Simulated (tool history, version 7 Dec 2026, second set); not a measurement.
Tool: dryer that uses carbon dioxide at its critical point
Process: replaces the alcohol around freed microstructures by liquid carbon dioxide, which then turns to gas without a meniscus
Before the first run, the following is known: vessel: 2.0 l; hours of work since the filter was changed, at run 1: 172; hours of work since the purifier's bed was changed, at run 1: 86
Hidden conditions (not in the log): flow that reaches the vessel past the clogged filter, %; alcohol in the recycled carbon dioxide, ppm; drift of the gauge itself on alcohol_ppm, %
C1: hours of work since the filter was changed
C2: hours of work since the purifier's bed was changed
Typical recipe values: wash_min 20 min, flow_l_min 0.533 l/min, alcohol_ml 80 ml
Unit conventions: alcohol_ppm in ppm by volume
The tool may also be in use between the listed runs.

Run 1, hour 0: usual settings; C1 172; C2 86. Result: alcohol_ppm 652 ppm by volume.
Run 2, hour 10.1: usual settings; C1 179; C2 93. Result: alcohol_ppm 618 ppm by volume.
Run 3, hour 22.2: usual settings but alcohol_ml 49 ml; C1 188; C2 101. Result: alcohol_ppm 391 ppm by volume.
Run 4, hour 29: usual settings but alcohol_ml 49 ml; C1 193; C2 106. Result: alcohol_ppm 409 ppm by volume.
Run 5, hour 40.3: usual settings but alcohol_ml 49 ml; C1 201; C2 114. Result: alcohol_ppm 414 ppm by volume.
Run 6, hour 47.9: usual settings but wash_min 25 min; C1 206; C2 120. Result: alcohol_ppm 263 ppm by volume.
Run 7, hour 58.4: usual settings but wash_min 25 min; C1 214; C2 127. Result: alcohol_ppm 277 ppm by volume.
Run 8, hour 65.3: usual settings; C1 219; C2 132. Result: alcohol_ppm 721 ppm by volume.
Run 9, hour 72.6: usual settings; C1 224; C2 137. Result: alcohol_ppm 731 ppm by volume.
Run 10, hour 80.5: usual settings but alcohol_ml 56 ml; C1 230; C2 143. Result: alcohol_ppm 535 ppm by volume.
At hour 82.6: inlet filter changed.
Run 11, hour 92.5: usual settings but alcohol_ml 56 ml; C1 7; C2 151. Result: alcohol_ppm 277 ppm by volume.
Run 12, hour 103.3: usual settings but wash_min 17 min, flow_l_min 0.472 l/min, alcohol_ml 30 ml; C1 15; C2 158. Result: alcohol_ppm 488 ppm by volume.
Run 13, hour 111.1: usual settings but wash_min 13 min, flow_l_min 0.709 l/min, alcohol_ml 30 ml; C1 20; C2 164. Result: alcohol_ppm 288 ppm by volume.
Run 14, hour 124.2: usual settings but flow_l_min 0.591 l/min, alcohol_ml 62 ml; C1 30; C2 173. Result: alcohol_ppm 205 ppm by volume.
Run 15, hour 131.6: usual settings but wash_min 26 min, flow_l_min 0.362 l/min, alcohol_ml 51 ml; C1 35; C2 179. Result: alcohol_ppm 525 ppm by volume.
Run 16, hour 143.1: usual settings but wash_min 22 min, flow_l_min 0.362 l/min, alcohol_ml 51 ml; C1 43; C2 187. Result: alcohol_ppm 930 ppm by volume.
Run 17, hour 153.7: usual settings but wash_min 27 min, flow_l_min 0.504 l/min, alcohol_ml 40 ml; C1 51; C2 194. Result: alcohol_ppm 92 ppm by volume.
Run 18, hour 160: usual settings but wash_min 27 min, flow_l_min 0.504 l/min, alcohol_ml 40 ml; C1 55; C2 199. Result: alcohol_ppm 102 ppm by volume.
Run 19, hour 168.3: usual settings but wash_min 21 min, flow_l_min 0.504 l/min, alcohol_ml 40 ml; C1 61; C2 205. Result: alcohol_ppm 264 ppm by volume.
Run 20, hour 182.5: usual settings but flow_l_min 0.391 l/min, alcohol_ml 87 ml; C1 71; C2 215. Result: alcohol_ppm 1751 ppm by volume.
Run 21, hour 196: usual settings but wash_min 27 min, flow_l_min 0.519 l/min, alcohol_ml 32 ml; C1 81; C2 224. Result: alcohol_ppm 92 ppm by volume.
Run 22, hour 204.4: usual settings but wash_min 27 min, flow_l_min 0.519 l/min, alcohol_ml 32 ml; C1 87; C2 230. Result: alcohol_ppm 81 ppm by volume.

Each row is a separate what-if for the run after 22, all from the same tool condition, not one after another. Results?
Run A, hour 212.4: usual settings but wash_min 29 min, flow_l_min 0.562 l/min, alcohol_ml 32 ml; C1 92; C2 236. Result: alcohol_ppm ?.
Run B, hour 212.4: usual settings but wash_min 27 min, flow_l_min 0.348 l/min, alcohol_ml 32 ml; C1 92; C2 236. Result: alcohol_ppm ?.
Run C, hour 212.4: usual settings but flow_l_min 0.715 l/min; C1 92; C2 236. Result: alcohol_ppm ?.
Run D, hour 212.4: usual settings but alcohol_ml 70 ml; C1 92; C2 236. Result: alcohol_ppm ?.

run  alcohol_ppm
  A           57
  B          396
  C          131
  D          451
Had the tool no hidden state, the same runs would have come out as:
run  alcohol_ppm
  A           15
  B          291
  C           66
  D          322
